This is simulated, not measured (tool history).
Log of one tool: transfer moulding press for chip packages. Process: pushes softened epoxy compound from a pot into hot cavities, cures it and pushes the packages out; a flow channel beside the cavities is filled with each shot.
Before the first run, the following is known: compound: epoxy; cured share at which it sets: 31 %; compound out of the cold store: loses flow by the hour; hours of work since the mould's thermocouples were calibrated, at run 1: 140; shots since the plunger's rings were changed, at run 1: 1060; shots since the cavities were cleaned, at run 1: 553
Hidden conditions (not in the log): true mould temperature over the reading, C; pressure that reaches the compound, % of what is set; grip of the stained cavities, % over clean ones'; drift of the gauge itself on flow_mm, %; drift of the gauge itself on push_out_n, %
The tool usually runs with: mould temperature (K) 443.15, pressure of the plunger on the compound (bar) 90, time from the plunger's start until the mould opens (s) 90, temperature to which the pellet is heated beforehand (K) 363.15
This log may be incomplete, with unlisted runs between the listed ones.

run,hour,mould temperature (K),pressure of the plunger on the compound (bar),time from the plunger's start until the mould opens (s),temperature to which the pellet is heated beforehand (K),hours of work since the mould's thermocouples were calibrated,shots since the plunger's rings were changed,shots since the cavities were cleaned,incoming compound's hours out of the cold store,length that the compound runs in the flow channel (mm),greatest force on the pins that push the packages out (N)
1,0,443.15,90,90,363.15,140,1060,553,18.7,885,524
2,8.3,443.15,90,90,363.15,145,1155,648,21.6,851,553
3,18.7,443.15,90,90,355.15,152,1274,767,42.8,775,520
4,25.1,443.15,90,82,363.15,156,1347,840,29.6,806,623
5,34.3,443.15,90,82,363.15,162,1453,946,43.8,770,618
6,43.5,443.15,90,82,363.15,167,1559,1052,11.7,900,681
# hour 49.1: cavities cleaned with cleaning compound and waxed
7,52.2,443.15,90,82,363.15,172,1641,35,19.8,865,641
8,61.2,443.15,90,90,363.15,177,1744,138,12.8,882,546
9,71.8,443.15,90,90,363.15,184,1866,260,38.5,799,524
10,84.1,443.15,108.4,90,363.15,192,2008,402,45,835,494
11,96.3,443.15,108.4,90,363.15,199,2147,541,31.1,895,547
12,109.2,443.15,108.4,90,363.15,208,2295,689,21.2,935,538
13,116.4,443.15,108.4,90,363.15,212,2378,772,37.4,867,533
14,125.6,443.15,108.4,90,363.15,218,2484,878,20.6,945,542
15,138.3,443.15,90,90,359.15,226,2629,1023,9.7,898,555
# hour 145.7: cavities cleaned with cleaning compound and waxed
16,146.7,443.15,90,90,363.15,230,2708,11,43,776,536
17,154.3,448.15,90,83,356.15,235,2795,98,39,765,481
18,165.8,445.15,87.5,90,363.15,242,2927,230,14.6,851,502
19,179.3,448.15,73.5,90,363.15,251,3082,385,15.9,785,452
20,193,448.15,73.5,90,363.15,259,3239,542,21.1,751,450
21,206.3,448.15,73.5,90,363.15,268,3392,695,31.5,737,442
22,217.9,448.15,73.5,90,363.15,275,3524,827,39.2,697,457
23,226.6,450.15,90,90,365.15,280,3624,927,28.8,803,443
# hour 242.5: cavities cleaned with cleaning compound and waxed
24,242.5,450.15,90,108,365.15,289,3789,0,31.4,806,435
25,249.3,450.15,90,108,365.15,294,3867,78,45.5,752,456
26,263,450.15,90,77,356.15,302,4024,235,14,876,499
27,275.5,443.15,85.2,90,363.15,310,4168,379,31.2,786,536
28,286.9,443.15,85.2,90,363.15,317,4299,510,18.1,846,547
29,300.2,441.15,92.2,90,363.15,326,4451,662,14.5,904,596

Forecast each of these 4 alternatives for the next run:
A,307.1,451.15,76.3,90,357.15,330,4530,741,28.7,?,?
B,307.1,445.15,85.9,106,363.15,330,4530,741,45.6,?,?
C,307.1,443.15,90,76,363.15,330,4530,741,13.2,?,?
D,307.1,444.15,70.1,95,363.15,330,4530,741,42.8,?,?

run,length that the compound runs in the flow channel (mm),greatest force on the pins that push the packages out (N)
A,740,453
B,736,437
C,890,795
D,685,466
What these runs would have given with no unlogged condition in the tool:
run,length that the compound runs in the flow channel (mm),greatest force on the pins that push the packages out (N)
A,740,450
B,737,434
C,891,789
D,686,463
